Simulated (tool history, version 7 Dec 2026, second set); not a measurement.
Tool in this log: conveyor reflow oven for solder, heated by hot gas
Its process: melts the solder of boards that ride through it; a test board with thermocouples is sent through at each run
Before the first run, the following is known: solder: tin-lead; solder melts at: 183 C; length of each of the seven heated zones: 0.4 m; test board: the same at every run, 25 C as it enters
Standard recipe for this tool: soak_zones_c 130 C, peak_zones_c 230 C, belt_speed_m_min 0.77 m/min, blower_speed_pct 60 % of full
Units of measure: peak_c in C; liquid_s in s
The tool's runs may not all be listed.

run   hour  soak_zones_c  peak_zones_c  belt_speed_m_min  blower_speed_pct  peak_c  liquid_s
  1      0           130           230              0.77                60   203.1      30.7
  2    8.9           130           230              0.77                60   202.8      31.2
  3   18.4           130           230              0.77                60   202.8      30.9
  4   22.6           130           230              0.77                60   202.8      30.3
  5   27.2           130           230              0.77                60   202.9      30.7
  6   33.2           130           230              0.77                60   202.5      30.9
  7   43.6           130           230              0.77                60   202.8      30.7
  8   49.3           130           230              0.77                60   202.7      30.6
  9   54.9           130           239             0.762                76   213.9      41.5
 10   60.6           138           226             0.806                61   200.2      28.4
 11   68.1           118           236              0.77                60   203.9      29.4
        74  -- flux residue cleaned out of gas plates and filters
 12   77.7           118           245              0.77                60   209.4      33.9
 13   82.1           118           245              0.77                60   208.9      34.2
 14   87.5           123           226             0.638                60   203.9      38.1
 15   94.7           123           226             0.638                60     204      37.6
 16  102.4           135           234             0.789                64     205      33.8

Below, some changes in peak_c between adjacent runs. For each, the amount present without the hidden state too (settings, incoming material, random variation) and the amount remaining for the hidden state with gauge scatter not shared by both compared results:
Hidden state at play: heat that the gas passes to the board, % of a clean oven's; belt's true speed, % of the reading; true gas temperature in zones 6 and 7 over the reading, C; drift of the gauge itself on peak_c, C; drift of the gauge itself on liquid_s, %.
Run 9 -> 10: soak_zones_c 130 -> 138, peak_zones_c 239 -> 226, belt_speed_m_min 0.762 -> 0.806, blower_speed_pct 76 -> 61. peak_c -13.7 C: hidden state +0.8, all else -14.5.
Run 11 -> 12: peak_zones_c 236 -> 245, flux residue cleaned out of gas plates and filters. peak_c +5.5 C: hidden state -2.1, all else +7.6.
